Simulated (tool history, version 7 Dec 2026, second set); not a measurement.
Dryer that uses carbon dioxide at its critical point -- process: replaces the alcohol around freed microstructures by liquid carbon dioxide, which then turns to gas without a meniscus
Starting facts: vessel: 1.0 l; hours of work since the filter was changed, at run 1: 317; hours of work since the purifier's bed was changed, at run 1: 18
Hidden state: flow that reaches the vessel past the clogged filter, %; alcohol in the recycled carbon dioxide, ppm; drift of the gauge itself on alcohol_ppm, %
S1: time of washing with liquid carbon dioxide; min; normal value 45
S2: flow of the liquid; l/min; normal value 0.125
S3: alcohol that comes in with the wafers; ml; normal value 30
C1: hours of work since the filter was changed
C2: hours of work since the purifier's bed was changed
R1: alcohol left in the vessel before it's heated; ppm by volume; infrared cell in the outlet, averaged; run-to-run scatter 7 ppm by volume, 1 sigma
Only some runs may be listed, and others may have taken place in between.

run	hour	S1	S2	S3	C1	C2	R1
1	0.0	45	0.125	30	317	18	575
2	9.2	45	0.125	30	320	22	567
3	18.0	62	0.125	30	324	26	141
4	27.3	62	0.125	30	328	29	134
5	37.0	62	0.125	33	332	33	153
6	45.1	45	0.163	30	335	37	174
7	50.1	45	0.212	30	337	39	48
8	57.4	45	0.090	30	340	42	1864
9	65.1	45	0.174	52	343	45	216
10	71.4	45	0.174	52	346	48	217
11	78.1	28	0.140	26	349	50	1695
12	86.9	57	0.184	58	352	54	56
13	92.4	57	0.184	58	354	56	47
14	100.9	57	0.184	58	358	60	48
15	108.6	57	0.184	58	361	63	64

Measured result minus the same run's result without the hidden state. Both carry the same run-to-run variation, though not necessarily the same gauge scatter:
run	R1
1	+243
2	+243
3	+74
4	+78
5	+85
6	+95
7	+30
8	+635
9	+123
10	+126
11	+590
12	+37
13	+38
14	+40
15	+41

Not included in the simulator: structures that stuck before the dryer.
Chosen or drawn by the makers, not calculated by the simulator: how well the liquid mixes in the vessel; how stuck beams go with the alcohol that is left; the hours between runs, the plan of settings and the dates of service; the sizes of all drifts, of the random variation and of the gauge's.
